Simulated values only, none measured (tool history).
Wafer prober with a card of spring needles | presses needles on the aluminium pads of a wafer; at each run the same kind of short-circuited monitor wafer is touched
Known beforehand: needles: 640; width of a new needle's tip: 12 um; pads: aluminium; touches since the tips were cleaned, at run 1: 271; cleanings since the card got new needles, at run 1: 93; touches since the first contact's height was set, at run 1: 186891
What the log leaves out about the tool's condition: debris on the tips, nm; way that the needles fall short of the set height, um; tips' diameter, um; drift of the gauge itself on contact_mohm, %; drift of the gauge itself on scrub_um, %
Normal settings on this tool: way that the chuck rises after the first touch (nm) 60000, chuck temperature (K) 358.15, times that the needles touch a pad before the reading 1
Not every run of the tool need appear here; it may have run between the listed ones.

| run | hour | way that the chuck rises after the first touch (nm) | chuck temperature (K) | times that the needles touch a pad before the reading | touches since the tips were cleaned | cleanings since the card got new needles | touches since the first contact's height was set | resistance of one needle with its contact and lead (mohm) | way that a needle slides on the pad (nm) |
|---|---|---|---|---|---|---|---|---|---|
| 1 | 0.0 | 60000 | 358.15 | 1 | 271 | 93 | 186891 | 305 | 10860 |
|  | 2.9 | tips cleaned on abrasive film |
|  | 5.7 | tips cleaned on abrasive film |
|  | 8.6 | tips cleaned on abrasive film |
|  | 12.1 | tips cleaned on abrasive film |
| 2 | 13.8 | 60000 | 358.15 | 1 | 1050 | 97 | 195202 | 336 | 10870 |
|  | 15.3 | tips cleaned on abrasive film |
|  | 18.8 | tips cleaned on abrasive film |
|  | 22.3 | tips cleaned on abrasive film |
|  | 25.9 | tips cleaned on abrasive film |
| 3 | 26.1 | 60000 | 358.15 | 1 | 123 | 101 | 202584 | 302 | 10750 |
|  | 28.9 | tips cleaned on abrasive film |
|  | 31.8 | tips cleaned on abrasive film |
|  | 35.3 | tips cleaned on abrasive film |
|  | 38.8 | tips cleaned on abrasive film |
|  | 41.7 | tips cleaned on abrasive film |
|  | 45.2 | tips cleaned on abrasive film |
|  | 48.8 | tips cleaned on abrasive film |
|  | 51.6 | tips cleaned on abrasive film |
| 4 | 53.2 | 60000 | 358.15 | 1 | 1005 | 109 | 218964 | 332 | 10710 |
|  | 54.7 | tips cleaned on abrasive film |
|  | 58.3 | tips cleaned on abrasive film |
|  | 61.8 | tips cleaned on abrasive film |
|  | 65.3 | tips cleaned on abrasive film |
|  | 68.9 | tips cleaned on abrasive film |
|  | 72.4 | tips cleaned on abrasive film |
| 5 | 74.5 | 66000 | 358.15 | 1 | 1321 | 115 | 231815 | 332 | 11670 |
|  | 75.3 | tips cleaned on abrasive film |
|  | 78.2 | tips cleaned on abrasive film |
|  | 81.7 | tips cleaned on abrasive film |
|  | 84.6 | tips cleaned on abrasive film |
|  | 86.2 | height of the first contact set anew |
|  | 88.4 | tips cleaned on abrasive film |
|  | 91.2 | tips cleaned on abrasive film |
|  | 94.8 | tips cleaned on abrasive film |
|  | 97.6 | tips cleaned on abrasive film |
| 6 | 99.5 | 66000 | 358.15 | 1 | 1134 | 123 | 7967 | 340 | 10820 |
|  | 100.9 | tips cleaned on abrasive film |
|  | 104.5 | tips cleaned on abrasive film |
|  | 108.0 | tips cleaned on abrasive film |
|  | 111.6 | tips cleaned on abrasive film |
|  | 115.1 | tips cleaned on abrasive film |
|  | 117.9 | tips cleaned on abrasive film |
|  | 121.5 | tips cleaned on abrasive film |
|  | 124.3 | tips cleaned on abrasive film |
|  | 127.9 | tips cleaned on abrasive film |
| 7 | 128.6 | 66000 | 358.15 | 1 | 428 | 132 | 25479 | 320 | 10720 |
|  | 131.3 | tips cleaned on abrasive film |
|  | 134.9 | tips cleaned on abrasive film |
|  | 138.4 | tips cleaned on abrasive film |
|  | 141.2 | tips cleaned on abrasive film |
|  | 144.8 | tips cleaned on abrasive film |
| 8 | 145.5 | 66000 | 358.15 | 1 | 420 | 137 | 35662 | 324 | 10630 |
|  | 148.3 | tips cleaned on abrasive film |
|  | 151.2 | tips cleaned on abrasive film |
|  | 154.7 | tips cleaned on abrasive film |
|  | 157.5 | tips cleaned on abrasive film |
| 9 | 159.8 | 66000 | 358.15 | 1 | 1427 | 141 | 44350 | 355 | 10370 |
|  | 160.6 | tips cleaned on abrasive film |
|  | 163.5 | tips cleaned on abrasive film |
|  | 167.0 | tips cleaned on abrasive film |
|  | 170.6 | tips cleaned on abrasive film |
|  | 174.1 | tips cleaned on abrasive film |
|  | 177.6 | tips cleaned on abrasive film |
| 10 | 180.2 | 66000 | 358.15 | 1 | 1585 | 147 | 56611 | 365 | 10410 |
|  | 181.0 | tips cleaned on abrasive film |
|  | 183.8 | tips cleaned on abrasive film |
|  | 187.4 | tips cleaned on abrasive film |
|  | 190.9 | tips cleaned on abrasive film |
|  | 202.9 | card fitted with new needles |
|  | 203.9 | height of the first contact set anew, once more |
|  | 206.1 | tips cleaned on abrasive film |
|  | 209.6 | tips cleaned on abrasive film |
|  | 213.1 | tips cleaned on abrasive film |
| 11 | 213.5 | 66000 | 358.15 | 1 | 248 | 3 | 5800 | 291 | 13790 |
|  | 216.4 | tips cleaned on abrasive film |
|  | 219.9 | tips cleaned on abrasive film |
|  | 223.5 | tips cleaned on abrasive film |
|  | 227.0 | tips cleaned on abrasive film |
|  | 230.5 | tips cleaned on abrasive film |
|  | 234.1 | tips cleaned on abrasive film |
| 12 | 236.3 | 71000 | 358.15 | 1 | 1398 | 9 | 19584 | 306 | 14570 |
|  | 237.1 | tips cleaned on abrasive film |
|  | 240.0 | tips cleaned on abrasive film |
|  | 243.5 | tips cleaned on abrasive film |
|  | 247.0 | tips cleaned on abrasive film |
|  | 249.9 | tips cleaned on abrasive film |
|  | 252.7 | tips cleaned on abrasive film |
|  | 256.3 | tips cleaned on abrasive film |
| 13 | 258.3 | 71000 | 358.15 | 1 | 1283 | 16 | 32825 | 305 | 14690 |
|  | 259.8 | tips cleaned on abrasive film |
|  | 263.3 | tips cleaned on abrasive film |
|  | 266.8 | tips cleaned on abrasive film |
|  | 270.4 | tips cleaned on abrasive film |
|  | 273.2 | tips cleaned on abrasive film |
|  | 276.8 | tips cleaned on abrasive film |
|  | 280.3 | tips cleaned on abrasive film |
|  | 283.8 | tips cleaned on abrasive film |
|  | 287.4 | tips cleaned on abrasive film |
| 14 | 287.9 | 71000 | 358.15 | 1 | 304 | 25 | 50606 | 289 | 14420 |
|  | 290.7 | tips cleaned on abrasive film |
|  | 294.3 | tips cleaned on abrasive film |
|  | 297.8 | tips cleaned on abrasive film |
|  | 300.7 | tips cleaned on abrasive film |
|  | 304.2 | tips cleaned on abrasive film |
|  | 307.0 | tips cleaned on abrasive film |
| 15 | 307.2 | 63000 | 358.15 | 2 | 108 | 31 | 62247 | 285 | 12930 |
|  | 310.1 | tips cleaned on abrasive film |
|  | 313.6 | tips cleaned on abrasive film |
|  | 316.5 | tips cleaned on abrasive film |
|  | 320.0 | tips cleaned on abrasive film |
|  | 323.5 | tips cleaned on abrasive film |
|  | 327.1 | tips cleaned on abrasive film |
|  | 330.6 | tips cleaned on abrasive film |
|  | 333.8 | tips cleaned on abrasive film |
| 16 | 333.8 | 63000 | 358.15 | 2 | 0 | 39 | 78233 | 290 | 12560 |
|  | 337.3 | tips cleaned on abrasive film |
|  | 340.8 | tips cleaned on abrasive film |
|  | 344.4 | tips cleaned on abrasive film |
|  | 347.9 | tips cleaned on abrasive film |
|  | 351.5 | tips cleaned on abrasive film |
|  | 355.0 | tips cleaned on abrasive film |
|  | 358.5 | tips cleaned on abrasive film |
|  | 361.4 | tips cleaned on abrasive film |
| 17 | 362.1 | 52000 | 358.15 | 2 | 443 | 47 | 95331 | 304 | 10100 |

Alternative continuations, all from the tool just after run 17; predict every row:
|  | 364.3 | tips cleaned on abrasive film |
|  | 367.1 | tips cleaned on abrasive film |
|  | 370.6 | tips cleaned on abrasive film |
|  | 374.2 | tips cleaned on abrasive film |
|  | 377.7 | tips cleaned on abrasive film |
|  | 381.3 | tips cleaned on abrasive film |
| A | 382.8 | 50000 | 311.15 | 1 | 964 | 53 | 107826 | ? | ? |
|  | 364.3 | tips cleaned on abrasive film |
|  | 367.1 | tips cleaned on abrasive film |
|  | 370.6 | tips cleaned on abrasive film |
|  | 374.2 | tips cleaned on abrasive film |
|  | 377.7 | tips cleaned on abrasive film |
|  | 381.3 | tips cleaned on abrasive film |
| B | 382.8 | 77000 | 383.15 | 2 | 964 | 53 | 107826 | ? | ? |
|  | 364.3 | tips cleaned on abrasive film |
|  | 367.1 | tips cleaned on abrasive film |
|  | 370.6 | tips cleaned on abrasive film |
|  | 374.2 | tips cleaned on abrasive film |
|  | 377.7 | tips cleaned on abrasive film |
|  | 381.3 | tips cleaned on abrasive film |
| C | 382.8 | 43000 | 307.15 | 2 | 964 | 53 | 107826 | ? | ? |

| run | resistance of one needle with its contact and lead (mohm) | way that a needle slides on the pad (nm) |
|---|---|---|
| A | 317 | 9380 |
| B | 300 | 15210 |
| C | 315 | 7920 |
Take away the tool's hidden state, keep each run's random variation, and the runs would have read:
| run | resistance of one needle with its contact and lead (mohm) | way that a needle slides on the pad (nm) |
|---|---|---|
| A | 271 | 10350 |
| B | 287 | 16190 |
| C | 275 | 8890 |

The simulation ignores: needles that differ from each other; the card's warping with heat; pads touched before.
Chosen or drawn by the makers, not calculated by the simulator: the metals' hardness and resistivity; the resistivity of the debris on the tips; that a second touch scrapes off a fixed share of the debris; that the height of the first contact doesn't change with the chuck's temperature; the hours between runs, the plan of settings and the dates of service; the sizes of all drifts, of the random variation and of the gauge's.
